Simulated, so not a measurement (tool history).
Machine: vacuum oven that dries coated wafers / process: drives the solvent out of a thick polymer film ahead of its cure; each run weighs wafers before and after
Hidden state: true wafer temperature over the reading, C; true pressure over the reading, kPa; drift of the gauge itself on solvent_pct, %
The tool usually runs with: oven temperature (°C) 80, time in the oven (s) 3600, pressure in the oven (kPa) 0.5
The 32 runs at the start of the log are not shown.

| run | hour | oven temperature (°C) | time in the oven (s) | pressure in the oven (kPa) | hours of work since the thermocouples were calibrated | hours of work since the vacuum gauge was cleaned of residue | solvent left in the film (%) |
|---|---|---|---|---|---|---|---|
| 33 | 1548.5 | 80 | 2700 | 0.352 | 526 | 296 | 2.37 |
| 34 | 1592.8 | 80 | 2700 | 0.352 | 557 | 327 | 2.39 |
| 35 | 1638.8 | 68 | 5700 | 0.75 | 590 | 359 | 2.01 |
| 36 | 1667.8 | 68 | 5700 | 0.75 | 610 | 379 | 1.99 |
| 37 | 1720.8 | 68 | 5700 | 0.75 | 647 | 416 | 1.98 |
| 38 | 1779.1 | 80 | 2700 | 0.362 | 688 | 457 | 2.33 |
| 39 | 1819.4 | 80 | 2700 | 0.362 | 716 | 485 | 2.4 |
| 40 | 1881.7 | 84 | 3720 | 0.362 | 759 | 529 | 0.74 |
| 41 | 1914.3 | 84 | 3720 | 0.362 | 782 | 552 | 0.78 |
|  | 1946.3 | oven's thermocouples calibrated |
| 42 | 1973.5 | 82 | 3600 | 1.265 | 19 | 592 | 1.73 |
| 43 | 2020.3 | 86 | 3600 | 0.316 | 52 | 624 | 0.82 |
| 44 | 2061.7 | 80 | 3600 | 0.384 | 81 | 653 | 1.59 |
| 45 | 2090.6 | 94 | 5580 | 0.51 | 101 | 673 | 0.21 |
| 46 | 2143.8 | 85 | 1920 | 0.405 | 138 | 711 | 3.29 |
| 47 | 2174.4 | 85 | 1920 | 0.405 | 159 | 732 | 3.27 |

What if the next run were any one of these 3? Each begins from the tool's condition after run 47:
| A | 2240.8 | 95 | 2820 | 0.294 | 206 | 778 | ? |
| B | 2240.8 | 80 | 3120 | 0.64 | 206 | 778 | ? |
| C | 2240.8 | 89 | 4260 | 0.519 | 206 | 778 | ? |

| run | solvent left in the film (%) |
|---|---|
| A | 0.47 |
| B | 2.22 |
| C | 0.43 |
With the hidden condition removed and each run's random variation left untouched, the same runs would have given:
| run | solvent left in the film (%) |
|---|---|
| A | 0.46 |
| B | 2.23 |
| C | 0.39 |
